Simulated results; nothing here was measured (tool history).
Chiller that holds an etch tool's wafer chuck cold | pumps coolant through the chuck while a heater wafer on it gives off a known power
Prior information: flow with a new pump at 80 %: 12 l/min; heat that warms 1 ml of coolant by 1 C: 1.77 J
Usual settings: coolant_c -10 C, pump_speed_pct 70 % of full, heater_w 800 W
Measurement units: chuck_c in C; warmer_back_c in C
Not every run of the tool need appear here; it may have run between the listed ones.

run 1 hour=0.0 | coolant_c=-10 pump_speed_pct=70 heater_w=800 | chuck_c=-2.8 warmer_back_c=2.58
run 2 hour=79.3 | coolant_c=-10 pump_speed_pct=70 heater_w=800 | chuck_c=-2.9 warmer_back_c=2.59
run 3 hour=203.1 | coolant_c=-10 pump_speed_pct=80 heater_w=800 | chuck_c=-3.3 warmer_back_c=2.30
run 4 hour=283.7 | coolant_c=-10 pump_speed_pct=80 heater_w=800 | chuck_c=-3.5 warmer_back_c=2.26
run 5 hour=392.1 | coolant_c=-10 pump_speed_pct=80 heater_w=800 | chuck_c=-3.5 warmer_back_c=2.24
run 6 hour=509.6 | coolant_c=-10 pump_speed_pct=80 heater_w=800 | chuck_c=-3.5 warmer_back_c=2.23
run 7 hour=675.9 | coolant_c=-10 pump_speed_pct=70 heater_w=800 | chuck_c=-2.8 warmer_back_c=2.61
run 8 hour=796.7 | coolant_c=-10 pump_speed_pct=82 heater_w=800 | chuck_c=-3.4 warmer_back_c=2.23
-- hour=810.8 coolant pump overhauled
run 9 hour=937.0 | coolant_c=-9 pump_speed_pct=70 heater_w=800 | chuck_c=-1.4 warmer_back_c=2.67
run 10 hour=1030.9 | coolant_c=-2 pump_speed_pct=87 heater_w=559 | chuck_c=2.8 warmer_back_c=1.49
run 11 hour=1108.7 | coolant_c=-15 pump_speed_pct=87 heater_w=514 | chuck_c=-10.6 warmer_back_c=1.41
run 12 hour=1205.6 | coolant_c=-4 pump_speed_pct=63 heater_w=556 | chuck_c=1.7 warmer_back_c=2.03
-- hour=1287.3 coolant changed, channels flushed
run 13 hour=1287.3 | coolant_c=-5 pump_speed_pct=70 heater_w=1000 | chuck_c=3.5 warmer_back_c=3.34
run 14 hour=1403.9 | coolant_c=-5 pump_speed_pct=70 heater_w=1000 | chuck_c=3.5 warmer_back_c=3.37
run 15 hour=1517.0 | coolant_c=-7 pump_speed_pct=84 heater_w=568 | chuck_c=-2.6 warmer_back_c=1.60

What does the tool deliver on the next run?
run 16 hour=1687.0 | coolant_c=-5 pump_speed_pct=85 heater_w=1199 | chuck_c=? warmer_back_c=?

chuck_c: 4.0 C
warmer_back_c: 3.31 C
Without the tool's hidden state the same run would have given chuck_c 3.3 C, warmer_back_c 3.18 C.
